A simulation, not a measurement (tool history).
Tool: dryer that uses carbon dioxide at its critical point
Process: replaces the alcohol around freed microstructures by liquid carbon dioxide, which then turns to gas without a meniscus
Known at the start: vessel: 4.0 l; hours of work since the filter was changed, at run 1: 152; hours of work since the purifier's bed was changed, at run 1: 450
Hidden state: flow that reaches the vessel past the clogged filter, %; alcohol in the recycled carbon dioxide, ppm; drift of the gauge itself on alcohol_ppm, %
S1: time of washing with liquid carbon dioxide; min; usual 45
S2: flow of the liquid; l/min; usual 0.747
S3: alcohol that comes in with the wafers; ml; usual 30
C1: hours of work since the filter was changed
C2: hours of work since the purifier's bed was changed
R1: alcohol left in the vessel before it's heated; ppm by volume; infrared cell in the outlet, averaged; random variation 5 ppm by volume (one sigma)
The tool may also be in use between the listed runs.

run 1 hour=0 | S1=45 S2=0.747 S3=30 | C1=152 C2=450 | R1=68
run 2 hour=15.6 | S1=45 S2=0.747 S3=30 | C1=162 C2=460 | R1=68
run 3 hour=30.7 | S1=45 S2=0.747 S3=30 | C1=171 C2=469 | R1=71
run 4 hour=52.5 | S1=45 S2=1.034 S3=30 | C1=185 C2=483 | R1=76
run 5 hour=66.9 | S1=45 S2=0.747 S3=30 | C1=194 C2=492 | R1=71
run 6 hour=80.4 | S1=45 S2=0.747 S3=30 | C1=202 C2=500 | R1=74
run 7 hour=94 | S1=45 S2=0.747 S3=30 | C1=210 C2=508 | R1=78
run 8 hour=116.3 | S1=45 S2=0.747 S3=30 | C1=224 C2=522 | R1=84
run 9 hour=128.7 | S1=45 S2=0.747 S3=30 | C1=232 C2=530 | R1=83
run 10 hour=138.4 | S1=45 S2=0.747 S3=30 | C1=238 C2=536 | R1=80
run 11 hour=150.6 | S1=45 S2=0.747 S3=35 | C1=246 C2=543 | R1=87
run 12 hour=166 | S1=45 S2=0.747 S3=35 | C1=255 C2=553 | R1=80
run 13 hour=184.3 | S1=45 S2=0.747 S3=35 | C1=266 C2=564 | R1=89
run 14 hour=201.6 | S1=45 S2=0.747 S3=35 | C1=277 C2=575 | R1=83
run 15 hour=222.9 | S1=45 S2=0.747 S3=35 | C1=290 C2=588 | R1=90
run 16 hour=237.7 | S1=45 S2=0.747 S3=35 | C1=299 C2=597 | R1=92
run 17 hour=248.2 | S1=45 S2=0.747 S3=35 | C1=306 C2=604 | R1=88
run 18 hour=260.4 | S1=45 S2=1.031 S3=30 | C1=313 C2=611 | R1=85
run 19 hour=282.4 | S1=39 S2=0.747 S3=24 | C1=327 C2=625 | R1=97
run 20 hour=295.1 | S1=67 S2=1.126 S3=71 | C1=335 C2=633 | R1=85
run 21 hour=312.1 | S1=72 S2=0.747 S3=21 | C1=345 C2=643 | R1=78
run 22 hour=330.9 | S1=40 S2=0.923 S3=37 | C1=357 C2=655 | R1=98
run 23 hour=343.5 | S1=45 S2=1.026 S3=27 | C1=365 C2=663 | R1=93
run 24 hour=358.5 | S1=45 S2=1.026 S3=25 | C1=374 C2=672 | R1=94
run 25 hour=379.9 | S1=45 S2=1.026 S3=25 | C1=387 C2=685 | R1=97
run 26 hour=395.6 | S1=60 S2=1.026 S3=93 | C1=397 C2=695 | R1=93
-- hour=402.7 inlet filter changed
run 27 hour=420.1 | S1=60 S2=1.026 S3=93 | C1=11 C2=710 | R1=100
run 28 hour=437.4 | S1=45 S2=1.026 S3=93 | C1=21 C2=720 | R1=99
run 29 hour=448.1 | S1=45 S2=1.026 S3=93 | C1=28 C2=727 | R1=103
run 30 hour=468 | S1=45 S2=1.026 S3=93 | C1=40 C2=739 | R1=102
run 31 hour=481.3 | S1=45 S2=1.026 S3=93 | C1=49 C2=747 | R1=103
run 32 hour=500.1 | S1=41 S2=0.525 S3=30 | C1=60 C2=759 | R1=160
run 33 hour=519.2 | S1=33 S2=1.014 S3=22 | C1=72 C2=771 | R1=101
run 34 hour=536.6 | S1=33 S2=0.62 S3=22 | C1=83 C2=782 | R1=162
run 35 hour=556.4 | S1=33 S2=0.62 S3=22 | C1=95 C2=794 | R1=159
run 36 hour=571.6 | S1=31 S2=1.064 S3=53 | C1=105 C2=803 | R1=106

Hidden state at the last listed run before each entry between runs and at the first one after, where it differs:
Between runs 26 and 27: inlet filter changed (hour 402.7)
  flow that reaches the vessel past the clogged filter, %: 89.7 -> 99.6; alcohol in the recycled carbon dioxide, ppm: 96 -> 97.7
  measured less the result without the state, R1: +92 -> +94 ppm by volume
